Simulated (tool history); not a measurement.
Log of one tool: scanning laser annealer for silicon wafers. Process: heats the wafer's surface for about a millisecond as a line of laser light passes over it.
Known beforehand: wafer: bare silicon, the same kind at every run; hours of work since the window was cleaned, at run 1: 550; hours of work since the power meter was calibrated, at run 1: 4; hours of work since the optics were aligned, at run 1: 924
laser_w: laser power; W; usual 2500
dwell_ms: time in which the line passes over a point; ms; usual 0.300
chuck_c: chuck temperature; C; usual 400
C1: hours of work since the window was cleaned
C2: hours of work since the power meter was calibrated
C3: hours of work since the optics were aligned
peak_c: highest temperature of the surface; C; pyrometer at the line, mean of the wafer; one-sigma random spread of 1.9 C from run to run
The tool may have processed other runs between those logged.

run 1 day=0.000 | laser_w=2500 dwell_ms=0.300 chuck_c=400 | C1=550 C2=4 C3=924 | peak_c=1184
run 2 day=0.483 | laser_w=2500 dwell_ms=0.300 chuck_c=400 | C1=558 C2=11 C3=932 | peak_c=1184
run 3 day=1.029 | laser_w=2500 dwell_ms=0.300 chuck_c=400 | C1=567 C2=20 C3=940 | peak_c=1181
run 4 day=1.658 | laser_w=2489 dwell_ms=0.300 chuck_c=400 | C1=577 C2=30 C3=950 | peak_c=1182
run 5 day=2.250 | laser_w=2500 dwell_ms=0.300 chuck_c=422 | C1=586 C2=39 C3=960 | peak_c=1206
run 6 day=2.612 | laser_w=2590 dwell_ms=0.300 chuck_c=400 | C1=592 C2=45 C3=965 | peak_c=1218
run 7 day=3.079 | laser_w=2500 dwell_ms=0.300 chuck_c=400 | C1=599 C2=52 C3=973 | peak_c=1183
run 8 day=3.625 | laser_w=2500 dwell_ms=0.300 chuck_c=374 | C1=608 C2=61 C3=981 | peak_c=1159
run 9 day=4.158 | laser_w=2500 dwell_ms=0.300 chuck_c=400 | C1=616 C2=69 C3=990 | peak_c=1183
run 10 day=4.600 | laser_w=2500 dwell_ms=0.300 chuck_c=407 | C1=623 C2=76 C3=997 | peak_c=1192
run 11 day=4.988 | laser_w=2562 dwell_ms=0.300 chuck_c=407 | C1=629 C2=83 C3=1003 | peak_c=1210
run 12 day=5.717 | laser_w=2562 dwell_ms=0.300 chuck_c=407 | C1=641 C2=94 C3=1014 | peak_c=1213
run 13 day=6.412 | laser_w=2562 dwell_ms=0.300 chuck_c=407 | C1=652 C2=105 C3=1025 | peak_c=1212
run 14 day=6.725 | laser_w=2562 dwell_ms=0.300 chuck_c=407 | C1=657 C2=110 C3=1030 | peak_c=1212
run 15 day=7.271 | laser_w=2562 dwell_ms=0.300 chuck_c=407 | C1=665 C2=119 C3=1039 | peak_c=1207
run 16 day=7.962 | laser_w=2500 dwell_ms=0.337 chuck_c=400 | C1=676 C2=130 C3=1050 | peak_c=1241
-- day=8.267 optics aligned, line set to its width
run 17 day=8.779 | laser_w=2500 dwell_ms=0.337 chuck_c=400 | C1=686 C2=139 C3=8 | peak_c=1254
run 18 day=9.279 | laser_w=2500 dwell_ms=0.300 chuck_c=365 | C1=694 C2=147 C3=16 | peak_c=1157
-- day=9.442 laser's power meter calibrated
run 19 day=9.788 | laser_w=2500 dwell_ms=0.300 chuck_c=365 | C1=700 C2=5 C3=22 | peak_c=1153
run 20 day=10.138 | laser_w=2500 dwell_ms=0.300 chuck_c=365 | C1=705 C2=11 C3=28 | peak_c=1158
run 21 day=10.492 | laser_w=2500 dwell_ms=0.300 chuck_c=365 | C1=711 C2=17 C3=33 | peak_c=1155
run 22 day=10.954 | laser_w=2375 dwell_ms=0.213 chuck_c=429 | C1=718 C2=24 C3=41 | peak_c=1036
-- day=11.371 laser's power meter calibrated, once more
run 23 day=11.483 | laser_w=2147 dwell_ms=0.213 chuck_c=429 | C1=724 C2=2 C3=47 | peak_c=969
run 24 day=12.017 | laser_w=2237 dwell_ms=0.261 chuck_c=440 | C1=733 C2=10 C3=55 | peak_c=1081
run 25 day=12.412 | laser_w=2398 dwell_ms=0.283 chuck_c=436 | C1=739 C2=16 C3=62 | peak_c=1164
run 26 day=12.942 | laser_w=2398 dwell_ms=0.341 chuck_c=423 | C1=748 C2=25 C3=70 | peak_c=1238
run 27 day=13.258 | laser_w=2563 dwell_ms=0.300 chuck_c=390 | C1=753 C2=30 C3=75 | peak_c=1205

Expected results for the next run?
run 28 day=13.954 | laser_w=2646 dwell_ms=0.300 chuck_c=399 | C1=764 C2=41 C3=86 | peak_c=?

peak_c: 1241 C
With no hidden state in the tool, this same run would have given peak_c 1270 C.

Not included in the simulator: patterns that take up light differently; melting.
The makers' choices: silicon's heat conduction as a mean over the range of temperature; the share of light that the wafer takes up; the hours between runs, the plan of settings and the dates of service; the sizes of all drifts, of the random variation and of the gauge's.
